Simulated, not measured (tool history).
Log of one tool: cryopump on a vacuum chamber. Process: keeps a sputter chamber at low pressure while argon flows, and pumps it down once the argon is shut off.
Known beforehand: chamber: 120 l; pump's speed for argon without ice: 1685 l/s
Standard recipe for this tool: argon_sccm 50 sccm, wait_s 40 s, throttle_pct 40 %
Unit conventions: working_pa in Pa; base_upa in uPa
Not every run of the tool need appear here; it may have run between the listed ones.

| run | day | argon_sccm | wait_s | throttle_pct | working_pa | base_upa |
|---|---|---|---|---|---|---|
| 1 | 0.000 | 50 | 40 | 40 | 0.1259 | 3.11 |
| 2 | 3.400 | 50 | 40 | 40 | 0.1284 | 3.07 |
| 3 | 7.112 | 50 | 40 | 40 | 0.1286 | 3.07 |
| 4 | 9.371 | 50 | 40 | 40 | 0.1282 | 3.20 |
| 5 | 11.729 | 50 | 40 | 40 | 0.1301 | 3.35 |
| 6 | 16.188 | 50 | 40 | 40 | 0.1320 | 3.34 |
| 7 | 19.512 | 50 | 40 | 18 | 0.2879 | 3.30 |
| 8 | 23.671 | 50 | 40 | 18 | 0.2880 | 3.41 |
| 9 | 26.142 | 50 | 40 | 40 | 0.1354 | 3.49 |
| 10 | 28.238 | 50 | 40 | 40 | 0.1369 | 3.50 |
| 11 | 31.388 | 50 | 40 | 40 | 0.1376 | 3.58 |
| 12 | 34.904 | 50 | 40 | 40 | 0.1402 | 3.67 |
| 13 | 37.646 | 50 | 40 | 40 | 0.1418 | 3.74 |
| 14 | 40.112 | 97 | 40 | 40 | 0.2768 | 3.71 |
| 15 | 44.429 | 50 | 252 | 40 | 0.1470 | 2.05 |
| 16 | 47.225 | 50 | 207 | 40 | 0.1478 | 2.28 |
| 17 | 50.654 | 50 | 207 | 40 | 0.1499 | 2.29 |
| 18 | 54.896 | 65 | 207 | 51 | 0.1633 | 2.48 |
|  | 56.167 | pump warmed up, emptied and cooled again |
| 19 | 59.646 | 65 | 207 | 51 | 0.1318 | 1.87 |
| 20 | 62.038 | 44 | 40 | 17 | 0.2648 | 3.66 |
| 21 | 64.000 | 21 | 106 | 40 | 0.0546 | 2.32 |
| 22 | 66.562 | 31 | 40 | 40 | 0.0811 | 3.82 |
| 23 | 70.625 | 60 | 27 | 40 | 0.1592 | 4.83 |
| 24 | 73.792 | 21 | 202 | 40 | 0.0562 | 2.17 |
|  | 76.321 | leaking fittings of the chamber tightened, without venting |
| 25 | 77.971 | 21 | 202 | 40 | 0.0575 | 0.67 |
| 26 | 82.025 | 87 | 219 | 40 | 0.2382 | 0.67 |
| 27 | 83.979 | 87 | 219 | 40 | 0.2396 | 0.69 |
| 28 | 88.554 | 87 | 67 | 40 | 0.2418 | 1.63 |
| 29 | 90.979 | 27 | 121 | 16 | 0.1780 | 1.16 |
| 30 | 94.054 | 47 | 59 | 42 | 0.1295 | 1.89 |
| 31 | 96.392 | 50 | 226 | 22 | 0.2456 | 0.90 |

Each run again, without the hidden state but with its own random variation kept:
Unlogged tool condition in this case: pump's speed, % of a pump's without ice; cold plate's temperature, K; leak into the chamber, uPa l/s; drift of the gauge itself on working_pa, %; drift of the gauge itself on base_upa, %.
| run | working_pa | base_upa |
|---|---|---|
| 1 | 0.1250 | 2.42 |
| 2 | 0.1264 | 2.34 |
| 3 | 0.1253 | 2.29 |
| 4 | 0.1241 | 2.37 |
| 5 | 0.1252 | 2.45 |
| 6 | 0.1254 | 2.39 |
| 7 | 0.2798 | 2.31 |
| 8 | 0.2785 | 2.32 |
| 9 | 0.1247 | 2.36 |
| 10 | 0.1250 | 2.33 |
| 11 | 0.1243 | 2.34 |
| 12 | 0.1250 | 2.35 |
| 13 | 0.1250 | 2.34 |
| 14 | 0.2419 | 2.30 |
| 15 | 0.1262 | 0.49 |
| 16 | 0.1255 | 0.62 |
| 17 | 0.1254 | 0.57 |
| 18 | 0.1275 | 0.57 |
| 19 | 0.1284 | 0.59 |
| 20 | 0.2617 | 2.33 |
| 21 | 0.0529 | 0.97 |
| 22 | 0.0780 | 2.38 |
| 23 | 0.1513 | 3.34 |
| 24 | 0.0529 | 0.61 |
| 25 | 0.0536 | 0.61 |
| 26 | 0.2184 | 0.56 |
| 27 | 0.2182 | 0.56 |
| 28 | 0.2166 | 1.44 |
| 29 | 0.1695 | 0.92 |
| 30 | 0.1134 | 1.61 |
| 31 | 0.2273 | 0.59 |
